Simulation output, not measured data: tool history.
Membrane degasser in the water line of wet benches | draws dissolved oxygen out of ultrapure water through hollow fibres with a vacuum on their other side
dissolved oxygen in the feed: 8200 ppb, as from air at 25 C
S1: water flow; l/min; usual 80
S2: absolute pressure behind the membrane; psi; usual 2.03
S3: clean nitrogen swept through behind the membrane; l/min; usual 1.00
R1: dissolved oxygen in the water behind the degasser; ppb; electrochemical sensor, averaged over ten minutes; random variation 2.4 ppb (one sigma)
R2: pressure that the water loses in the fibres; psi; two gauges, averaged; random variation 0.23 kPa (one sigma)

run	day	S1	S2	S3	R1	R2
1	0.000	80	2.03	1.00	1298.5	8.556
2	8.358	93	2.03	1.00	1433.3	9.925
3	21.654	93	2.03	1.00	1435.5	9.910
4	31.662	80	2.03	1.00	1303.6	8.466
5	46.012	80	2.03	1.00	1309.2	8.480
6	59.929	80	2.03	1.00	1306.5	8.573
7	74.833	58	2.03	1.00	1056.6	6.234
8	81.117	88	2.03	1.00	1392.1	9.417
9	92.325	80	2.03	1.00	1310.1	8.625
# day 93.767: vacuum gauge calibrated
10	99.400	80	2.03	1.00	1319.7	8.605
11	107.450	80	2.03	1.00	1322.6	8.651
12	115.125	80	2.03	1.00	1322.0	8.653
# day 127.392: vacuum gauge calibrated, once more
13	128.112	80	2.03	1.00	1293.1	8.683
14	135.779	80	2.03	1.00	1301.6	8.662
15	143.358	103	4.12	1.60	2305.4	11.166
16	151.579	103	2.83	1.60	1635.1	11.243
17	164.408	103	2.83	1.60	1638.1	11.314
18	175.358	80	2.03	1.00	1308.4	8.743
19	188.038	80	2.29	1.97	953.4	8.765
20	194.146	80	3.63	0.92	2432.4	8.731
21	208.483	118	1.44	1.86	787.1	12.997
22	218.212	52	2.49	2.17	691.4	5.725
23	231.675	52	2.49	2.17	690.1	5.752
24	239.925	65	2.49	2.81	677.5	7.191
# day 244.233: seals of the vacuum lines changed
25	249.546	125	3.57	0.75	3339.1	13.915

5 ways to go on from here, each from the tool as it stands after run 25. What would each give?
A	256.079	127	3.57	0.61	?	?
B	256.079	73	2.63	0.75	?	?
C	256.079	125	2.92	0.75	?	?
D	256.079	125	1.77	0.75	?	?
E	256.079	55	1.32	1.87	?	?

run	R1	R2
A	3663.0	14.066
B	1930.6	8.089
C	2821.3	13.925
D	1718.2	13.858
E	368.5	6.093
Without the tool's hidden state the same runs would have given:
run	R1	R2
A	3632.8	12.879
B	1909.0	7.406
C	2785.8	12.753
D	1670.8	12.688
E	356.5	5.580

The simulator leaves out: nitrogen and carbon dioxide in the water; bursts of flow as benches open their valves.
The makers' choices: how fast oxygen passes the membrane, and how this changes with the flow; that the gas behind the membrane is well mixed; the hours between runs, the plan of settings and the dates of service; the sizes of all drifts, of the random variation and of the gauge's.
